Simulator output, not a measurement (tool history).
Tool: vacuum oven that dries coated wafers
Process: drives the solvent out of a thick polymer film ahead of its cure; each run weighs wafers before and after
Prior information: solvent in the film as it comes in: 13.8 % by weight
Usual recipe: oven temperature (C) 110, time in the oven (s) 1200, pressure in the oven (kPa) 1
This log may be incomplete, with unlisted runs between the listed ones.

run   hour  oven temperature (C)  time in the oven (s)  pressure in the oven (kPa)  solvent left in the film (%)
  1      0                   110                  1200                           1                         3.152
  2   16.2                   110                  1200                           1                         3.144
  3   31.5                   110                  1200                           1                         3.145
  4   53.1                   110                  1200                           1                         3.158
  5   64.3                   110                   840                           1                         4.506
  6   83.5                   110                   840                           1                         4.516
  7   94.4                   110                  1200                           1                         3.158
  8  107.2                   110                  1200                           1                         3.155
  9  128.2                   110                  1200                           1                          3.16
 10  139.5                   110                  1200                           1                         3.159
 11  149.3                   110                  1200                           1                         3.153
 12  166.3                   110                  1200                           1                         3.168
 13    183                   110                  1200                           1                         3.161
 14    196                   110                  1200                           1                         3.156
 15  206.5                   110                  1200                           1                         3.151
 16  228.9                   110                  1200                           1                         3.156
 17  247.9                   110                  1200                           1                         3.151
 18    259                   110                  1200                           1                         3.153
 19  278.6                   110                  1200                           1                         3.129
 20  301.7                   110                  1200                        1.24                         3.255
 21  321.2                   116                  1200                        1.24                         1.934
 22  338.4                   122                  1200                        1.26                         1.039
 23  351.9                   110                  2100                        3.21                         2.603
 24  365.3                   110                  2100                        3.21                         2.589
 25  387.5                    95                   960                        3.21                         8.751
 26  398.3                    98                   900                        0.58                         7.128
 27  410.7                   107                  1740                        1.24                         2.719
 28  432.9                   110                   900                        1.14                         4.278
 29  447.2                   101                  1020                        2.08                         6.602
 30  461.5                   102                  1020                           2                         6.303
 31  478.6                   102                  1020                           2                         6.308
 32  493.7                   111                   660                        2.03                         5.528
 33  512.3                   111                   660                        2.03                         5.533
 34  534.4                   111                   660                        2.03                         5.518
 35  546.2                   111                   660                        2.03                         5.516
 36  566.2                   111                   660                        2.03                         5.516
 37  584.3                   110                   660                        0.91                         5.385
 38  600.1                   109                  1020                        1.86                         4.362
 39  619.5                   120                  1020                        1.48                         1.728
 40  639.5                   110                   900                           1                         4.219

Alternative continuations, all from the tool just after run 40; predict every row:
  A  658.7                   114                   780                        1.14                             ?
  B  658.7                   110                  1080                        1.33                             ?
  C  658.7                   110                   840                           1                             ?
  D  658.7                    97                   720                        1.87                             ?

run  solvent left in the film (%)
  A                         3.784
  B                         3.661
  C                         4.471
  D                          8.52
Without the tool's unlogged condition, the same runs would have read:
run  solvent left in the film (%)
  A                         3.892
  B                         3.756
  C                          4.58
  D                         8.586
